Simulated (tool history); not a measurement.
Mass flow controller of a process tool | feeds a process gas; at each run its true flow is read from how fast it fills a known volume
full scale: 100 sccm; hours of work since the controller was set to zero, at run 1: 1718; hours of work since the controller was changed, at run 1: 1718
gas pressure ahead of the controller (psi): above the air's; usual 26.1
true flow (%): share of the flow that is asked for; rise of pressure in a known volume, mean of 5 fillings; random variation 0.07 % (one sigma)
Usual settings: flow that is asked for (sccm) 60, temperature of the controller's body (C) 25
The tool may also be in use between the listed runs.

run	hour	flow that is asked for (sccm)	gas pressure ahead of the controller (psi)	temperature of the controller's body (C)	hours of work since the controller was set to zero	hours of work since the controller was changed	true flow (%)
1	0.0	60	26.1	25	1718	1718	98.02
2	101.4	60	26.1	25	1756	1756	98.05
3	212.2	37	26.1	25	1797	1797	97.23
4	317.3	37	26.1	31	1837	1837	97.47
5	418.3	60	31.2	25	1874	1874	97.94
6	473.9	60	31.2	25	1895	1895	97.99
7	523.9	60	31.2	25	1914	1914	98.02
8	576.1	60	38.9	25	1933	1933	97.86
9	677.6	60	38.9	25	1971	1971	97.86
10	782.3	60	26.1	25	2010	2010	97.98
11	837.7	60	26.1	25	2031	2031	97.92
12	888.5	60	26.1	25	2050	2050	97.90
13	944.3	60	26.1	25	2071	2071	97.91
14	1002.4	60	26.1	26	2092	2092	97.91
15	1051.9	60	26.1	26	2111	2111	97.97
16	1137.3	60	26.1	26	2143	2143	98.00
17	1203.3	60	26.1	26	2167	2167	97.85
18	1304.2	60	26.1	26	2205	2205	97.94
19	1381.8	60	26.1	26	2234	2234	97.87
20	1448.1	60	26.1	26	2259	2259	97.72
21	1507.1	60	26.1	26	2281	2281	97.79
22	1577.1	13	26.1	25	2307	2307	93.65
23	1654.9	13	26.1	25	2336	2336	93.59
24	1719.5	13	26.1	25	2360	2360	93.56
25	1783.1	23	40.0	29	2384	2384	95.69
26	1835.0	23	40.0	29	2403	2403	95.69
27	1912.5	52	36.1	22	2432	2432	97.23
28	1977.9	26	26.1	27	2457	2457	95.87
29	2068.4	10	24.8	22	2491	2491	91.80
30	2167.3	38	40.3	24	2527	2527	96.69
31	2224.7	32	36.3	39	2549	2549	96.79
32	2292.2	32	36.3	23	2574	2574	96.05
33	2382.3	33	39.0	40	2608	2608	96.84
34	2434.4	33	39.0	40	2627	2627	96.83
35	2543.9	33	39.0	40	2668	2668	96.65
36	2597.1	17	39.3	25	2688	2688	93.92
37	2678.4	17	39.3	25	2718	2718	93.92
38	2732.6	32	38.9	25	2739	2739	96.13
39	2838.5	61	29.4	25	2778	2778	97.46
40	2945.7	11	33.6	24	2818	2818	91.63
41	2996.0	71	27.4	27	2837	2837	97.93
42	3062.2	13	33.5	35	2862	2862	92.88
43	3124.9	13	33.5	35	2885	2885	92.77
44	3241.4	85	26.1	34	2929	2929	98.49
45	3304.2	20	26.1	26	2952	2952	94.57
46	3420.9	62	27.1	30	2996	2996	97.77

Some steps in true flow (%) between neighbouring runs. How much of each would the tool show without its hidden state too (settings, what came in, random variation), and how much is left for the hidden state, with any gauge scatter that isn't in both results?
The hidden state here: flow at rest that the sensor doesn't see, % of full scale; true flow over the shown one, %; drift of the gauge itself on true_pct, %.
Run 39 -> 40: flow that is asked for (sccm) 61 -> 11, gas pressure ahead of the controller (psi) 29.4 -> 33.6, temperature of the controller's body (C) 25 -> 24. true flow (%) -5.83: hidden state -5.02, all else -0.81.
Run 40 -> 41: flow that is asked for (sccm) 11 -> 71, gas pressure ahead of the controller (psi) 33.6 -> 27.4, temperature of the controller's body (C) 24 -> 27. true flow (%) +6.30: hidden state +5.15, all else +1.15.
Run 43 -> 44: flow that is asked for (sccm) 13 -> 85, gas pressure ahead of the controller (psi) 33.5 -> 26.1, temperature of the controller's body (C) 35 -> 34. true flow (%) +5.72: hidden state +4.45, all else +1.27.

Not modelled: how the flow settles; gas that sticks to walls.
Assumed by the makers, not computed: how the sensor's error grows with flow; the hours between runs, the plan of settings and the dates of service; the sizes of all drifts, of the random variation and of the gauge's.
